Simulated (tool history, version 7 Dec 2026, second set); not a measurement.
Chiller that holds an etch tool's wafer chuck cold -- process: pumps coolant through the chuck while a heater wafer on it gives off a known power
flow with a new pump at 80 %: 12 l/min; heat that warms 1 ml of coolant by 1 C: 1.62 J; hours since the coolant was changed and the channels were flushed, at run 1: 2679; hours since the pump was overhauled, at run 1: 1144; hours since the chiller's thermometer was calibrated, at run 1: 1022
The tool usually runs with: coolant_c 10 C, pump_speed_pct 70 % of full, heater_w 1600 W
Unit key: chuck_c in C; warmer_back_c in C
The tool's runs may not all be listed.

run	hour	coolant_c	pump_speed_pct	heater_w	hours since the coolant was changed and the channels were flushed	hours since the pump was overhauled	hours since the chiller's thermometer was calibrated	chuck_c	warmer_back_c
1	0.0	10	70	1600	2679	1144	1022	27.2	5.72
2	15.0	11	70	1600	2694	1159	1037	28.2	5.75
3	31.8	11	70	1600	2710	1176	1054	28.2	5.71
4	59.9	10	70	1600	2738	1204	1082	27.5	5.78
5	85.3	10	70	1600	2764	1230	1108	27.3	5.73
6	103.8	10	70	1600	2782	1248	1126	27.5	5.74
7	118.9	10	70	1600	2798	1263	1141	27.5	5.71
8	135.8	10	80	1600	2814	1280	1158	25.9	4.99
9	151.6	10	80	1600	2830	1296	1174	26.0	5.01
10	178.7	10	80	1600	2857	1323	1201	26.0	4.98
11	198.4	10	80	1600	2877	1343	1221	25.8	5.04
12	223.9	10	80	1600	2902	1368	1246	26.1	5.07
13	250.2	10	72	1600	2929	1394	1273	27.2	5.62
14	278.8	3	72	1600	2957	1423	1301	20.1	5.55
15	309.4	3	72	1600	2988	1454	1332	20.2	5.62
16	327.8	3	72	1600	3006	1472	1350	20.3	5.60
17	341.5	3	81	1688	3020	1486	1364	19.9	5.23
18	355.0	3	81	1688	3034	1499	1377	19.6	5.30
19	368.8	2	70	2178	3047	1513	1391	25.7	7.85
20	381.5	2	70	2178	3060	1526	1404	25.8	7.88
21	409.2	2	74	827	3088	1553	1432	10.9	2.79
22	434.5	2	74	827	3113	1579	1457	10.8	2.79
23	457.5	18	70	1600	3136	1602	1480	35.5	5.76
24	487.8	17	74	857	3166	1632	1510	26.3	2.90
25	502.2	17	74	857	3181	1646	1525	26.2	2.96
26	518.4	17	74	857	3197	1663	1541	26.1	2.88
27	532.9	14	77	1307	3211	1677	1555	27.7	4.28
28	560.2	20	70	1024	3239	1704	1583	31.5	3.73
29	577.6	9	96	1856	3256	1722	1600	25.5	4.96
30	592.6	7	71	2179	3271	1737	1615	30.9	7.78
31	608.7	19	74	2154	3287	1753	1631	42.1	7.40
32	638.4	17	84	1654	3317	1783	1661	33.3	5.00

Alternative continuations, all from the tool just after run 32; predict every row:
A	651.4	17	80	823	3330	1796	1674	?	?
B	651.4	10	94	971	3330	1796	1674	?	?
C	651.4	2	84	914	3330	1796	1674	?	?
D	651.4	7	70	1600	3330	1796	1674	?	?

run	chuck_c	warmer_back_c
A	25.5	2.66
B	18.9	2.61
C	11.1	2.84
D	24.7	5.77
The same runs, with their run-to-run variation unchanged, on a tool lacking any hidden condition would have given:
run	chuck_c	warmer_back_c
A	24.5	2.58
B	17.8	2.54
C	10.0	2.77
D	22.9	5.61
